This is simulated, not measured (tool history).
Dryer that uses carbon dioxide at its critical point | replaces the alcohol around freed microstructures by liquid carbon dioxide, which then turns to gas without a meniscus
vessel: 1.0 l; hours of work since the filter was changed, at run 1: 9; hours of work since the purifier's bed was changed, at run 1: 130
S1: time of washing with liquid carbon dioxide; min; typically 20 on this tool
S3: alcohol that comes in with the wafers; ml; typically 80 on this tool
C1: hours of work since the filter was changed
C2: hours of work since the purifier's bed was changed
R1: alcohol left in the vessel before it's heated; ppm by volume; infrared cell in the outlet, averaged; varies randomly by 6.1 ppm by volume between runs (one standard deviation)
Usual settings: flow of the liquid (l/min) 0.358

run 1 day=0 | S1=20 flow_of_the_liquid_(l/min)=0.358 S3=80 | C1=9 C2=130 | R1=268
run 2 day=0.242 | S1=20 flow_of_the_liquid_(l/min)=0.358 S3=80 | C1=14 C2=135 | R1=293
run 3 day=0.512 | S1=20 flow_of_the_liquid_(l/min)=0.358 S3=80 | C1=18 C2=139 | R1=291
run 4 day=0.908 | S1=23 flow_of_the_liquid_(l/min)=0.358 S3=80 | C1=25 C2=146 | R1=155
run 5 day=1.121 | S1=20 flow_of_the_liquid_(l/min)=0.358 S3=24 | C1=29 C2=150 | R1=123
run 6 day=1.317 | S1=18 flow_of_the_liquid_(l/min)=0.358 S3=80 | C1=33 C2=153 | R1=516
run 7 day=1.679 | S1=13 flow_of_the_liquid_(l/min)=0.358 S3=80 | C1=39 C2=160 | R1=2094
run 8 day=2.021 | S1=13 flow_of_the_liquid_(l/min)=0.397 S3=80 | C1=45 C2=166 | R1=1457
run 9 day=2.321 | S1=13 flow_of_the_liquid_(l/min)=0.397 S3=80 | C1=50 C2=171 | R1=1488
run 10 day=2.492 | S1=20 flow_of_the_liquid_(l/min)=0.398 S3=37 | C1=53 C2=174 | R1=127
run 11 day=2.8 | S1=20 flow_of_the_liquid_(l/min)=0.358 S3=21 | C1=59 C2=179 | R1=131
run 12 day=3.083 | S1=20 flow_of_the_liquid_(l/min)=0.277 S3=29 | C1=64 C2=184 | R1=423
run 13 day=3.271 | S1=29 flow_of_the_liquid_(l/min)=0.264 S3=23 | C1=67 C2=188 | R1=113
run 14 day=3.621 | S1=18 flow_of_the_liquid_(l/min)=0.333 S3=39 | C1=73 C2=194 | R1=441
run 15 day=3.942 | S1=15 flow_of_the_liquid_(l/min)=0.358 S3=79 | C1=79 C2=199 | R1=1394
run 16 day=4.15 | S1=19 flow_of_the_liquid_(l/min)=0.426 S3=108 | C1=82 C2=203 | R1=304
run 17 day=4.333 | S1=22 flow_of_the_liquid_(l/min)=0.544 S3=44 | C1=85 C2=206 | R1=64

Alternative continuations, all from the tool just after run 17; predict every row:
run A day=4.654 | S1=25 flow_of_the_liquid_(l/min)=0.378 S3=80 | C1=91 C2=212 | R1=?
run B day=4.654 | S1=18 flow_of_the_liquid_(l/min)=0.457 S3=22 | C1=91 C2=212 | R1=?
run C day=4.654 | S1=15 flow_of_the_liquid_(l/min)=0.339 S3=54 | C1=91 C2=212 | R1=?
run D day=4.654 | S1=21 flow_of_the_liquid_(l/min)=0.247 S3=39 | C1=91 C2=212 | R1=?

run=A R1=132
run=B R1=115
run=C R1=1176
run=D R1=770
Had the tool no hidden state, the same runs would have come out as:
run=A R1=44
run=B R1=36
run=C R1=809
run=D R1=510
